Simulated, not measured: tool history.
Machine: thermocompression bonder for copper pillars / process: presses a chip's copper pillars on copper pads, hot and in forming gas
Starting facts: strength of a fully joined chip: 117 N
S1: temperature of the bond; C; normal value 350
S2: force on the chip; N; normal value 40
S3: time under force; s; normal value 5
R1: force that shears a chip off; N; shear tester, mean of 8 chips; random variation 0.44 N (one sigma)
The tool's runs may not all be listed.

{"run": 1, "hour": 0.0, "S1": 350, "S2": 40, "S3": 5, "R1": 55.6}
{"run": 2, "hour": 51.8, "S1": 350, "S2": 40, "S3": 5, "R1": 55.6}
{"run": 3, "hour": 106.1, "S1": 350, "S2": 40, "S3": 5, "R1": 54.9}
{"run": 4, "hour": 141.8, "S1": 350, "S2": 40, "S3": 5, "R1": 53.8}
{"hour": 167.0, "done": "heater calibrated with a thermocouple chip"}
{"run": 5, "hour": 207.8, "S1": 350, "S2": 40, "S3": 5, "R1": 49.9}
{"hour": 214.1, "done": "forming gas filter changed"}
{"run": 6, "hour": 277.7, "S1": 369, "S2": 40, "S3": 5, "R1": 63.0}
{"run": 7, "hour": 347.4, "S1": 350, "S2": 40, "S3": 5, "R1": 50.3}
{"run": 8, "hour": 394.2, "S1": 350, "S2": 40, "S3": 5, "R1": 50.6}
{"run": 9, "hour": 445.8, "S1": 350, "S2": 40, "S3": 5, "R1": 49.8}
{"run": 10, "hour": 483.5, "S1": 350, "S2": 40, "S3": 5, "R1": 48.5}
{"hour": 513.9, "done": "forming gas filter changed"}
{"run": 11, "hour": 516.6, "S1": 350, "S2": 40, "S3": 5, "R1": 51.4}
{"run": 12, "hour": 574.3, "S1": 350, "S2": 36, "S3": 6, "R1": 50.0}
{"run": 13, "hour": 623.4, "S1": 350, "S2": 36, "S3": 6, "R1": 49.8}
{"hour": 665.7, "done": "force cell calibrated"}
{"run": 14, "hour": 678.1, "S1": 350, "S2": 36, "S3": 6, "R1": 53.4}

The next listed run, before its measurement:
{"run": 15, "hour": 722.6, "S1": 350, "S2": 36, "S3": 6, "R1": "?"}

R1: 52.4 N
With no hidden state in the tool, this same run would have given R1 53.9 N.
